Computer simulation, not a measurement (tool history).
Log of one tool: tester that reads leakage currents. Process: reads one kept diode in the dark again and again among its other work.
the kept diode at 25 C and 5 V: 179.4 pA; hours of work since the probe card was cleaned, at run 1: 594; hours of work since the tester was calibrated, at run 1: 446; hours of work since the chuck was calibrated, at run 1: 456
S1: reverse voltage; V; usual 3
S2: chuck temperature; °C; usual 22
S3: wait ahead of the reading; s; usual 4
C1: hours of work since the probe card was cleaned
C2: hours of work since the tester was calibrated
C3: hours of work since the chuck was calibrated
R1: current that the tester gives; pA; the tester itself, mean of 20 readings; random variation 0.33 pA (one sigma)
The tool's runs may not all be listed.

run 1 hour=0 | S1=3 S2=22 S3=4 | C1=594 C2=446 C3=456 | R1=121.38
run 2 hour=76.5 | S1=3 S2=22 S3=4 | C1=643 C2=495 C3=504 | R1=121.77
run 3 hour=142.1 | S1=11.14 S2=22 S3=4 | C1=685 C2=536 C3=546 | R1=255.76
-- hour=175.2 chuck's temperature calibrated
run 4 hour=224 | S1=11.14 S2=35 S3=4 | C1=736 C2=587 C3=31 | R1=576.97
run 5 hour=272.8 | S1=11.14 S2=35 S3=4 | C1=767 C2=618 C3=62 | R1=585.18
run 6 hour=348.5 | S1=3 S2=22 S3=4 | C1=815 C2=666 C3=110 | R1=115.64
run 7 hour=405.2 | S1=3 S2=22 S3=4 | C1=851 C2=702 C3=146 | R1=117.1
run 8 hour=449.7 | S1=3 S2=22 S3=4 | C1=879 C2=731 C3=175 | R1=116.92
run 9 hour=503.5 | S1=3 S2=22 S3=4 | C1=913 C2=765 C3=209 | R1=119.13
run 10 hour=580.1 | S1=3 S2=22 S3=4 | C1=962 C2=814 C3=258 | R1=119.52
run 11 hour=652.3 | S1=3 S2=22 S3=4 | C1=1008 C2=860 C3=303 | R1=121.32
run 12 hour=730.6 | S1=3 S2=22 S3=4 | C1=1058 C2=909 C3=353 | R1=122.39
run 13 hour=784.9 | S1=3 S2=22 S3=4 | C1=1092 C2=944 C3=388 | R1=124.14
-- hour=795.8 probe card cleaned and baked
run 14 hour=847.5 | S1=2.95 S2=22 S3=4 | C1=33 C2=982 C3=426 | R1=118.4
run 15 hour=884 | S1=2.95 S2=22 S3=4 | C1=56 C2=1005 C3=449 | R1=119.73
run 16 hour=937.4 | S1=3 S2=22 S3=4 | C1=90 C2=1039 C3=483 | R1=121.5
run 17 hour=1006.5 | S1=3 S2=22 S3=4 | C1=134 C2=1083 C3=527 | R1=123.03
-- hour=1066 chuck's temperature calibrated
run 18 hour=1066 | S1=3 S2=22 S3=4 | C1=171 C2=1120 C3=0 | R1=108.85
run 19 hour=1140.6 | S1=3 S2=22 S3=1.35 | C1=218 C2=1167 C3=47 | R1=109.99
run 20 hour=1218.8 | S1=3 S2=22 S3=1.35 | C1=268 C2=1217 C3=97 | R1=112.16
run 21 hour=1304.5 | S1=1.63 S2=41 S3=4 | C1=322 C2=1271 C3=152 | R1=304.32
run 22 hour=1378.5 | S1=1.63 S2=41 S3=4 | C1=369 C2=1318 C3=199 | R1=307.24
run 23 hour=1417.2 | S1=5.51 S2=60 S3=0.37 | C1=394 C2=1343 C3=223 | R1=1927.77
run 24 hour=1485.8 | S1=5.15 S2=26 S3=8.23 | C1=438 C2=1387 C3=267 | R1=207.11
run 25 hour=1540 | S1=12.31 S2=28 S3=4 | C1=472 C2=1421 C3=302 | R1=386.53
run 26 hour=1592.7 | S1=1.44 S2=30 S3=0.54 | C1=506 C2=1455 C3=335 | R1=139.77
run 27 hour=1638 | S1=14.74 S2=49 S3=1.39 | C1=534 C2=1483 C3=364 | R1=1731.29
run 28 hour=1721.2 | S1=3 S2=26 S3=0.86 | C1=587 C2=1536 C3=417 | R1=160.36
run 29 hour=1774 | S1=17.46 S2=29 S3=4 | C1=621 C2=1570 C3=450 | R1=521.94
run 30 hour=1815.1 | S1=17.46 S2=29 S3=4 | C1=647 C2=1596 C3=477 | R1=523.6
run 31 hour=1883.8 | S1=1.75 S2=50 S3=2.1 | C1=691 C2=1640 C3=520 | R1=596.85
-- hour=1959 chuck's temperature calibrated
run 32 hour=1971.7 | S1=1.75 S2=50 S3=2.1 | C1=745 C2=1695 C3=8 | R1=549.63
run 33 hour=2035.8 | S1=1.75 S2=50 S3=2.1 | C1=786 C2=1735 C3=49 | R1=554.62
run 34 hour=2090.4 | S1=1.75 S2=50 S3=2.1 | C1=821 C2=1770 C3=84 | R1=557.93
run 35 hour=2163.7 | S1=4.07 S2=32 S3=6.77 | C1=868 C2=1817 C3=130 | R1=271.53
run 36 hour=2208.4 | S1=4.07 S2=32 S3=6.77 | C1=896 C2=1845 C3=159 | R1=276.07
run 37 hour=2288.8 | S1=7.5 S2=22 S3=0.32 | C1=947 C2=1896 C3=210 | R1=198.13
run 38 hour=2368.5 | S1=3 S2=22 S3=6.31 | C1=998 C2=1947 C3=260 | R1=117.37
run 39 hour=2411.3 | S1=8.99 S2=55 S3=0.45 | C1=1025 C2=1974 C3=288 | R1=1904

Forecast each of these 5 alternatives for the next run:
run A hour=2498.6 | S1=2.42 S2=48 S3=4.46 | C1=1081 C2=2030 C3=343 | R1=?
run B hour=2498.6 | S1=2.95 S2=55 S3=0.45 | C1=1081 C2=2030 C3=343 | R1=?
run C hour=2498.6 | S1=7.5 S2=40 S3=1.39 | C1=1081 C2=2030 C3=343 | R1=?
run D hour=2498.6 | S1=3 S2=22 S3=0.35 | C1=1081 C2=2030 C3=343 | R1=?
run E hour=2498.6 | S1=8.99 S2=55 S3=0.88 | C1=1081 C2=2030 C3=343 | R1=?

run=A R1=610.47
run=B R1=1046.52
run=C R1=681.36
run=D R1=121.41
run=E R1=1909.58
Without the tool's hidden state the same runs would have given:
run=A R1=581.52
run=B R1=1001.03
run=C R1=639.97
run=D R1=110.81
run=E R1=1821.09

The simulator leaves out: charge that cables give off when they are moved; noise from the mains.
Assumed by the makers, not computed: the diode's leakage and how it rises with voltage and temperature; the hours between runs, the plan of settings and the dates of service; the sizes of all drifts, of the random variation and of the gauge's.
